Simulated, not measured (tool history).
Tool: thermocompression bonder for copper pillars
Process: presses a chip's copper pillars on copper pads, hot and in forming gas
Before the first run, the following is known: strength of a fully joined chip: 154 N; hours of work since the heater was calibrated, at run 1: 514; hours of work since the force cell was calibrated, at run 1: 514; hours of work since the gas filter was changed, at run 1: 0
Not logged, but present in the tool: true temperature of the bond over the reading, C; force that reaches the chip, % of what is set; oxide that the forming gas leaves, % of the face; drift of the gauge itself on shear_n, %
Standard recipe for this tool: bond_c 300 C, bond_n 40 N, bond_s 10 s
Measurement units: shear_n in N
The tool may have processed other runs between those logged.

run	hour	bond_c	bond_n	bond_s	hours of work since the heater was calibrated	hours of work since the force cell was calibrated	hours of work since the gas filter was changed	shear_n
1	0.0	300	40	10	514	514	0	69.8
2	68.7	300	40	10	554	554	39	69.5
3	142.2	287	40	10	596	596	81	60.1
4	190.7	287	40	10	623	623	109	58.5
5	253.7	287	40	10	659	659	145	59.2
6	308.0	287	40	10	690	690	176	58.0
7	389.1	287	40	10	737	737	223	57.5
8	447.5	300	40	20	770	770	256	79.4
9	521.2	300	40	20	813	813	298	80.4
# hour 540.2: heater calibrated with a thermocouple chip
# hour 555.4: force cell calibrated
10	589.7	300	40	25	27	20	336	87.1
11	634.1	299	40	25	53	45	361	85.0
12	692.7	299	40	25	86	79	394	84.2
13	740.5	300	40	27	114	106	422	86.6
# hour 780.4: forming gas filter changed
14	806.2	300	52	29	151	143	15	116.7
15	887.0	303	48	23	197	190	61	104.9
16	953.2	323	54	9	235	227	99	97.6
17	996.6	310	34	12	260	252	124	66.5
18	1035.3	315	40	13	282	274	146	81.3
19	1072.8	304	30	10	304	296	167	52.4
20	1118.7	300	40	5	330	322	194	50.9
21	1191.0	284	40	12	371	363	235	59.0
22	1231.6	284	40	12	395	387	258	60.0
23	1273.4	284	40	12	418	411	282	60.0

What if the next run were any one of these 5? Each begins from the tool's condition after run 23:
A	1314.9	284	54	12	442	434	306	?
B	1314.9	329	26	7	442	434	306	?
C	1314.9	292	40	30	442	434	306	?
D	1314.9	309	40	20	442	434	306	?
E	1314.9	300	39	20	442	434	306	?

run	shear_n
A	77.5
B	46.3
C	85.2
D	85.6
E	77.7
Without the tool's unlogged condition, the same runs would have read:
run	shear_n
A	85.2
B	51.3
C	93.7
D	94.3
E	85.5

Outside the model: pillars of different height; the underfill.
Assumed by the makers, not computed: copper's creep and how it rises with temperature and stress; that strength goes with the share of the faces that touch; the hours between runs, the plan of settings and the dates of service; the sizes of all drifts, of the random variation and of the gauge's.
